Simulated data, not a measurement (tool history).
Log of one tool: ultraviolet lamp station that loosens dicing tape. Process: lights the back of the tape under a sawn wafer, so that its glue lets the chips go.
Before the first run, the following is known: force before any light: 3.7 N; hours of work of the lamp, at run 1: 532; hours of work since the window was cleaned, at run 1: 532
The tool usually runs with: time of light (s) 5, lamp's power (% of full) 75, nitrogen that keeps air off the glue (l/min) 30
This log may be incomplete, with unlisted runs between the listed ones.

run    hour  time of light (s)  lamp's power (% of full)  nitrogen that keeps air off the glue (l/min)  hours of work of the lamp  hours of work since the window was cleaned  force that peels the tape off (N)  light that reached the tape (mJ/cm²)
  1     0.0                  5                        75                                            30                        532                                         532                              0.397                                   384
  2    75.5                  5                        75                                            30                        590                                         590                              0.413                                   374
      100.0  -- lamp changed
      145.7  -- window cleaned of glue's vapour
  3   161.8                  5                        75                                            30                         47                                          12                              0.251                                   515
  4   225.0                  5                        75                                            30                         95                                          61                              0.277                                   495
  5   314.1                  5                        69                                            30                        164                                         129                              0.331                                   441
  6   384.9                  5                        69                                            30                        218                                         183                              0.336                                   432
  7   482.2                  5                        84                                            30                        292                                         258                              0.273                                   498
  8   559.0                  8                        75                                            30                        351                                         317                              0.195                                   686
  9   612.1                  8                        75                                            30                        392                                         357                              0.224                                   668
 10   686.0                  5                        75                                            30                        448                                         414                              0.372                                   405
 11   725.5                  5                        75                                            30                        479                                         444                              0.370                                   400
 12   788.8                  5                        75                                            30                        527                                         493                              0.397                                   383
 13   883.6                  3                        75                                            30                        600                                         565                              0.882                                   216
      897.4  -- lamp changed
 14   982.4                  5                        75                                            14                         65                                         640                              0.467                                   470
      988.5  -- window cleaned of glue's vapour
 15  1080.8                  5                        75                                            14                        140                                          71                              0.415                                   490
 16  1132.8                  9                        75                                            11                        180                                         111                              0.231                                   862
 17  1175.3                  9                        75                                            11                        212                                         143                              0.220                                   839
 18  1245.0                  2                        75                                            30                        266                                         196                              1.123                                   178
 19  1311.6                  3                        75                                            46                        317                                         247                              0.524                                   265
 20  1409.1                  3                        72                                            46                        391                                         322                              0.623                                   244
 21  1507.0                  3                        72                                            46                        466                                         397                              0.670                                   234
 22  1584.8                 10                        93                                            43                        526                                         457                              0.182                                   959
 23  1667.5                 10                        93                                            35                        589                                         520                              0.178                                   917
     1694.4  -- lamp changed
 24  1766.4                  5                        75                                            17                         55                                         595                              0.411                                   477
     1831.3  -- window cleaned of glue's vapour
 25  1856.4                  5                        86                                            30                        124                                          19                              0.226                                   583
 26  1931.9                  5                        80                                            34                        182                                          77                              0.245                                   528
 27  1992.5                  4                        74                                            13                        228                                         123                              0.650                                   379
 28  2061.1                  4                        74                                            13                        280                                         176                              0.685                                   367
 29  2155.0                 10                        99                                            25                        352                                         248                              0.175                                  1170
 30  2225.6                  3                        75                                            16                        406                                         302                              1.012                                   258

5 ways to go on from here, each from the tool as it stands after run 30. What would each give?
  A  2275.2                  3                        67                                            16                        444                                         340                                  ?                                     ?
  B  2275.2                  6                        75                                            18                        444                                         340                                  ?                                     ?
  C  2275.2                  8                        75                                            16                        444                                         340                                  ?                                     ?
  D  2275.2                  7                        75                                            16                        444                                         340                                  ?                                     ?
  E  2275.2                  5                        65                                            12                        444                                         340                                  ?                                     ?

run  force that peels the tape off (N)  light that reached the tape (mJ/cm²)
  A                              1.207                                   228
  B                              0.361                                   506
  C                              0.260                                   672
  D                              0.296                                   590
  E                              0.747                                   364
With the hidden condition removed and each run's random variation left untouched, the same runs would have given:
run  force that peels the tape off (N)  light that reached the tape (mJ/cm²)
  A                              0.904                                   289
  B                              0.261                                   643
  C                              0.210                                   855
  D                              0.223                                   750
  E                              0.523                                   463

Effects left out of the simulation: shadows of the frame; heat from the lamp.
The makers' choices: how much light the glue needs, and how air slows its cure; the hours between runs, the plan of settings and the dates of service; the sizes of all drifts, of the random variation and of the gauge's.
